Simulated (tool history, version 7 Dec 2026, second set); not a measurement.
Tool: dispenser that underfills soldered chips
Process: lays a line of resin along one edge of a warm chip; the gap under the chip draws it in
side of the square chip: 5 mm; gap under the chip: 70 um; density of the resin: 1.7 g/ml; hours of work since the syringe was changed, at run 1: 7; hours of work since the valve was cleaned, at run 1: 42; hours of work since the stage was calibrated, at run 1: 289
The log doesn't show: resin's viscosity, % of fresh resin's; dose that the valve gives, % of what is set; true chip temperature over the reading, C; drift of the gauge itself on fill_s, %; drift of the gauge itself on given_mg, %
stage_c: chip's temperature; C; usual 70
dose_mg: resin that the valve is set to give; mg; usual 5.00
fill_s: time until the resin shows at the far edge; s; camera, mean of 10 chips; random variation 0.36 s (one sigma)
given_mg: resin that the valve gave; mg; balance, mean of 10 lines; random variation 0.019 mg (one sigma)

run   hour  stage_c  dose_mg  hours of work since the syringe was changed  hours of work since the valve was cleaned  hours of work since the stage was calibrated  fill_s  given_mg
  1    0.0       70     5.00                                            7                                         42                                           289    31.6      4.88
       3.6  -- dispensing valve cleaned and set on the balance
       5.3  -- new syringe of resin
  2   14.8       70     5.00                                            7                                          8                                           299    30.9      5.01
      20.0  -- new syringe of resin
  3   24.5       70     5.00                                            3                                         14                                           305    23.6      4.94
      33.8  -- new syringe of resin
  4   33.8       70     5.00                                            0                                         21                                           312    17.8      4.99
  5   43.2       70     5.00                                            7                                         27                                           318    30.3      4.94
      47.6  -- new syringe of resin
  6   54.8       70     5.00                                            5                                         35                                           326    27.5      4.90
      61.2  -- new syringe of resin
      66.8  -- dispensing valve cleaned and set on the balance
  7   70.6       70     5.00                                            6                                          3                                           337    28.7      4.97
      76.3  -- new syringe of resin
  8   78.1       70     5.00                                            1                                          8                                           342    20.0      4.95
  9   85.4       70     5.00                                            6                                         13                                           347    29.9      4.96
      90.7  -- new syringe of resin
 10  101.8       70     5.00                                            8                                         24                                           358    31.8      4.96
     104.7  -- new syringe of resin
 11  108.7       70     5.00                                            3                                         29                                           363    22.2      4.92
     118.6  -- new syringe of resin
 12  124.9       70     5.00                                            4                                         40                                           374    25.2      4.90
     129.7  -- dispensing valve cleaned and set on the balance
     133.2  -- new syringe of resin
 13  138.9       70     5.00                                            4                                          6                                           383    24.3      4.99
     147.3  -- new syringe of resin
 14  152.9       70     5.00                                            4                                         16                                           393    25.3      4.95
     161.8  -- new syringe of resin
 15  162.6       70     5.00                                            1                                         23                                           400    18.8      4.91
 16  172.6       70     5.00                                            8                                         30                                           407    32.9      4.87
     176.0  -- new syringe of resin
 17  186.1       70     5.00                                            7                                         39                                           416    30.6      4.89
     190.2  -- new syringe of resin
     193.2  -- dispensing valve cleaned and set on the balance
 18  199.3       55     6.04                                            6                                          4                                           424    62.9      6.03
     205.7  -- new syringe of resin
 19  207.8       55     6.04                                            1                                         10                                           430    44.3      6.01
     219.9  -- new syringe of resin
 20  221.8       55     6.04                                            1                                         20                                           440    43.9      5.97
     233.8  -- new syringe of resin
 21  237.2       83     5.04                                            2                                         31                                           451    11.4      4.93
     247.7  -- new syringe of resin
 22  249.9       62     5.09                                            2                                         39                                           459    30.6      4.97
     257.0  -- dispensing valve cleaned and set on the balance
 23  261.6       73     4.46                                            9                                          3                                           467    30.9      4.43
     262.9  -- new syringe of resin
 24  269.5       73     4.46                                            5                                          9                                           472    22.6      4.40
     276.8  -- new syringe of resin
 25  280.2       62     5.84                                            2                                         16                                           480    31.8      5.79
 26  286.9       70     4.97                                            7                                         21                                           485    30.7      4.90
     290.9  -- new syringe of resin
 27  297.3       70     4.97                                            5                                         28                                           492    25.3      4.89
     305.2  -- new syringe of resin
 28  308.0       70     4.97                                            2                                         35                                           499    19.8      4.88
 29  315.3       56     5.00                                            7                                         40                                           504    64.6      4.94
     319.5  -- new syringe of resin
     320.5  -- dispensing valve cleaned and set on the balance
 30  324.9       84     5.40                                            3                                          3                                           510    11.3      5.44
     334.7  -- new syringe of resin
 31  341.2       55     5.64                                            5                                         14                                           521    55.5      5.61
     348.9  -- new syringe of resin
 32  356.4       55     5.64                                            5                                         25                                           532    59.1      5.54

Run 33 comes next. What will it give?
     362.7  -- new syringe of resin
 33  365.3       55     5.64                                            2                                         31                                           538       ?         ?

fill_s: 46.0 s
given_mg: 5.55 mg
Without the tool's hidden state the same run would have given fill_s 45.0 s, given_mg 5.64 mg.
